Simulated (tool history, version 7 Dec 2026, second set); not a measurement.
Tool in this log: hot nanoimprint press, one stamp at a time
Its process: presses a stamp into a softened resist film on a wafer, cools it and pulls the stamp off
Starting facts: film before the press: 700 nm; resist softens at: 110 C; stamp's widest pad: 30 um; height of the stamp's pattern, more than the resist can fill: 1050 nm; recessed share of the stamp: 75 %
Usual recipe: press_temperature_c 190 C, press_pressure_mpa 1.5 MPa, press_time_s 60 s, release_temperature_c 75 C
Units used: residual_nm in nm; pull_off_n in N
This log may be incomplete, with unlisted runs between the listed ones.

{"run": 1, "hour": 0.0, "press_temperature_c": 190, "press_pressure_mpa": 1.5, "press_time_s": 60, "release_temperature_c": 75, "residual_nm": 360.5, "pull_off_n": 159}
{"run": 2, "hour": 42.9, "press_temperature_c": 190, "press_pressure_mpa": 1.86, "press_time_s": 60, "release_temperature_c": 75, "residual_nm": 329.1, "pull_off_n": 160}
{"run": 3, "hour": 75.5, "press_temperature_c": 190, "press_pressure_mpa": 1.86, "press_time_s": 60, "release_temperature_c": 75, "residual_nm": 327.7, "pull_off_n": 101}
{"run": 4, "hour": 106.9, "press_temperature_c": 190, "press_pressure_mpa": 1.86, "press_time_s": 60, "release_temperature_c": 75, "residual_nm": 325.1, "pull_off_n": 100}
{"run": 5, "hour": 134.7, "press_temperature_c": 190, "press_pressure_mpa": 1.86, "press_time_s": 60, "release_temperature_c": 75, "residual_nm": 327.8, "pull_off_n": 105}
{"run": 6, "hour": 158.7, "press_temperature_c": 190, "press_pressure_mpa": 1.5, "press_time_s": 60, "release_temperature_c": 75, "residual_nm": 363.3, "pull_off_n": 105}
{"run": 7, "hour": 177.3, "press_temperature_c": 190, "press_pressure_mpa": 1.5, "press_time_s": 60, "release_temperature_c": 75, "residual_nm": 362.6, "pull_off_n": 113}
{"run": 8, "hour": 214.5, "press_temperature_c": 197, "press_pressure_mpa": 1.5, "press_time_s": 60, "release_temperature_c": 75, "residual_nm": 275.8, "pull_off_n": 119}
{"run": 9, "hour": 237.7, "press_temperature_c": 197, "press_pressure_mpa": 1.5, "press_time_s": 60, "release_temperature_c": 75, "residual_nm": 271.3, "pull_off_n": 119}
{"run": 10, "hour": 270.4, "press_temperature_c": 197, "press_pressure_mpa": 1.5, "press_time_s": 60, "release_temperature_c": 75, "residual_nm": 273.1, "pull_off_n": 121}
{"run": 11, "hour": 288.1, "press_temperature_c": 197, "press_pressure_mpa": 1.5, "press_time_s": 60, "release_temperature_c": 75, "residual_nm": 270.3, "pull_off_n": 129}
{"run": 12, "hour": 316.7, "press_temperature_c": 190, "press_pressure_mpa": 1.5, "press_time_s": 60, "release_temperature_c": 75, "residual_nm": 355.7, "pull_off_n": 133}
{"run": 13, "hour": 347.9, "press_temperature_c": 190, "press_pressure_mpa": 1.5, "press_time_s": 59, "release_temperature_c": 75, "residual_nm": 358.5, "pull_off_n": 135}
{"run": 14, "hour": 377.0, "press_temperature_c": 190, "press_pressure_mpa": 1.5, "press_time_s": 59, "release_temperature_c": 75, "residual_nm": 383.1, "pull_off_n": 148}
{"run": 15, "hour": 418.4, "press_temperature_c": 190, "press_pressure_mpa": 1.5, "press_time_s": 60, "release_temperature_c": 75, "residual_nm": 380.6, "pull_off_n": 153}
{"run": 16, "hour": 453.9, "press_temperature_c": 199, "press_pressure_mpa": 1.36, "press_time_s": 30, "release_temperature_c": 64, "residual_nm": 362.9, "pull_off_n": 198}
{"run": 17, "hour": 490.7, "press_temperature_c": 199, "press_pressure_mpa": 1.36, "press_time_s": 30, "release_temperature_c": 64, "residual_nm": 363.9, "pull_off_n": 212}
{"run": 18, "hour": 509.7, "press_temperature_c": 199, "press_pressure_mpa": 1.8, "press_time_s": 36, "release_temperature_c": 60, "residual_nm": 298.2, "pull_off_n": 236}
{"run": 19, "hour": 556.4, "press_temperature_c": 199, "press_pressure_mpa": 1.8, "press_time_s": 36, "release_temperature_c": 60, "residual_nm": 301.8, "pull_off_n": 135}
{"run": 20, "hour": 584.5, "press_temperature_c": 199, "press_pressure_mpa": 1.21, "press_time_s": 36, "release_temperature_c": 76, "residual_nm": 357.3, "pull_off_n": 102}
{"run": 21, "hour": 613.5, "press_temperature_c": 199, "press_pressure_mpa": 1.21, "press_time_s": 36, "release_temperature_c": 76, "residual_nm": 351, "pull_off_n": 104}
{"run": 22, "hour": 637.4, "press_temperature_c": 188, "press_pressure_mpa": 2.12, "press_time_s": 81, "release_temperature_c": 74, "residual_nm": 315.7, "pull_off_n": 114}
{"run": 23, "hour": 667.8, "press_temperature_c": 188, "press_pressure_mpa": 2.12, "press_time_s": 81, "release_temperature_c": 74, "residual_nm": 315.2, "pull_off_n": 121}
{"run": 24, "hour": 686.2, "press_temperature_c": 190, "press_pressure_mpa": 1.5, "press_time_s": 60, "release_temperature_c": 65, "residual_nm": 375.6, "pull_off_n": 147}
{"run": 25, "hour": 709.9, "press_temperature_c": 190, "press_pressure_mpa": 1.5, "press_time_s": 60, "release_temperature_c": 65, "residual_nm": 373.1, "pull_off_n": 146}
{"run": 26, "hour": 736.8, "press_temperature_c": 190, "press_pressure_mpa": 1.53, "press_time_s": 60, "release_temperature_c": 75, "residual_nm": 371.4, "pull_off_n": 132}
{"run": 27, "hour": 765.7, "press_temperature_c": 190, "press_pressure_mpa": 1.5, "press_time_s": 38, "release_temperature_c": 75, "residual_nm": 426.1, "pull_off_n": 128}
{"run": 28, "hour": 800.3, "press_temperature_c": 183, "press_pressure_mpa": 1.33, "press_time_s": 60, "release_temperature_c": 75, "residual_nm": 493.2, "pull_off_n": 135}
{"run": 29, "hour": 844.1, "press_temperature_c": 183, "press_pressure_mpa": 1.33, "press_time_s": 60, "release_temperature_c": 64, "residual_nm": 486.6, "pull_off_n": 176}

Withheld: 4 entries from between the runs. Position of each, and hidden state at the listed run before versus the listed run after:
In the gap between runs 2 and 3: stamp cleaned and given a new release coat (hour 69.1)
  true temperature over the reading, C: 1.51 -> 1.57; pressure that arrives at the usual setting, %: 98.42 -> 98.34; grip of the stamp's worn release coat, % over a new coat's: 70.2 -> 0.8
  measured result minus the result with no hidden state, residual_nm: -16.8 -> -17.3 nm; pull_off_n: +62 -> -3 N
In the gap between runs 13 and 14: plate thermocouple calibrated (hour 368.5)
  true temperature over the reading, C: 2.08 -> 0.16; pressure that arrives at the usual setting, %: 97.52 -> 97.44; grip of the stamp's worn release coat, % over a new coat's: 40.6 -> 44.7
  measured result minus the result with no hidden state, residual_nm: -24.4 -> +2 nm; pull_off_n: +34 -> +46 N
In the gap between runs 18 and 19: stamp cleaned and given a new release coat (hour 556.4)
  true temperature over the reading, C: 0.42 -> 0.5; pressure that arrives at the usual setting, %: 97.04 -> 96.91; grip of the stamp's worn release coat, % over a new coat's: 66.5 -> 0
  measured result minus the result with no hidden state, residual_nm: +0.6 -> +0 nm; pull_off_n: +93 -> -1 N
In the gap between runs 28 and 29: press's hydraulic seals changed and the load cell set to zero (hour 829.7)
  true temperature over the reading, C: 0.95 -> 1.01; pressure that arrives at the usual setting, %: 96.18 -> 100.23; grip of the stamp's worn release coat, % over a new coat's: 35.2 -> 40.8
  measured result minus the result with no hidden state, residual_nm: -8.5 -> -15.1 nm; pull_off_n: +33 -> +48 N
